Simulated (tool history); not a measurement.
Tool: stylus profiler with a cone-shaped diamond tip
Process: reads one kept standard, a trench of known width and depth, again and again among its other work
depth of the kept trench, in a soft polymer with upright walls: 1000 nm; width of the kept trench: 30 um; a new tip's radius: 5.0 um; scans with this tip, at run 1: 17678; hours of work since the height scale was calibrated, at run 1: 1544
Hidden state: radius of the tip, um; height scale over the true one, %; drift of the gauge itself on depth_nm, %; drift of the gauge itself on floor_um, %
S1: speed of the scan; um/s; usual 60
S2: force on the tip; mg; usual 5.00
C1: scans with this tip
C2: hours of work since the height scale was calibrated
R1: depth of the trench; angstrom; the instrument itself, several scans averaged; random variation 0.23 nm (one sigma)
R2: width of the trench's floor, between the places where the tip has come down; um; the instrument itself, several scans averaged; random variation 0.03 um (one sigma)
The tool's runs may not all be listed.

run 1 day=0.000 | S1=60 S2=5.00 | C1=17678 C2=1544 | R1=10120.9 R2=20.70
run 2 day=1.354 | S1=60 S2=5.00 | C1=17935 C2=1566 | R1=10115.6 R2=20.63
run 3 day=2.654 | S1=60 S2=5.00 | C1=18182 C2=1588 | R1=10118.5 R2=20.62
run 4 day=4.692 | S1=60 S2=10.29 | C1=18568 C2=1622 | R1=10221.4 R2=20.60
run 5 day=6.050 | S1=60 S2=8.09 | C1=18826 C2=1644 | R1=10177.6 R2=20.50
run 6 day=7.650 | S1=60 S2=8.09 | C1=19130 C2=1671 | R1=10178.1 R2=20.47
run 7 day=9.942 | S1=31 S2=1.67 | C1=19564 C2=1709 | R1=10024.8 R2=20.42
run 8 day=11.392 | S1=31 S2=1.67 | C1=19840 C2=1733 | R1=10025.8 R2=20.34
run 9 day=13.904 | S1=20 S2=9.36 | C1=20316 C2=1774 | R1=10198.0 R2=20.44
-- day=15.025 height scale calibrated on a step standard
run 10 day=16.521 | S1=154 S2=9.77 | C1=20809 C2=25 | R1=10263.6 R2=20.02
run 11 day=17.788 | S1=154 S2=9.77 | C1=21049 C2=46 | R1=10264.4 R2=20.00
run 12 day=20.000 | S1=20 S2=2.57 | C1=21469 C2=82 | R1=10102.6 R2=20.26

Measured less the same run without the tool's hidden state. The same run-to-run variation is in both; the gauge's scatter may not be:
run=1 R1=-50.2 R2=-3.13
run=2 R1=-51.0 R2=-3.17
run=3 R1=-51.8 R2=-3.21
run=4 R1=-53.4 R2=-3.27
run=5 R1=-54.1 R2=-3.31
run=6 R1=-54.9 R2=-3.36
run=7 R1=-55.5 R2=-3.42
run=8 R1=-56.4 R2=-3.45
run=9 R1=-58.6 R2=-3.51
run=10 R1=+0.1 R2=-3.59
run=11 R1=-0.5 R2=-3.62
run=12 R1=-1.9 R2=-3.68

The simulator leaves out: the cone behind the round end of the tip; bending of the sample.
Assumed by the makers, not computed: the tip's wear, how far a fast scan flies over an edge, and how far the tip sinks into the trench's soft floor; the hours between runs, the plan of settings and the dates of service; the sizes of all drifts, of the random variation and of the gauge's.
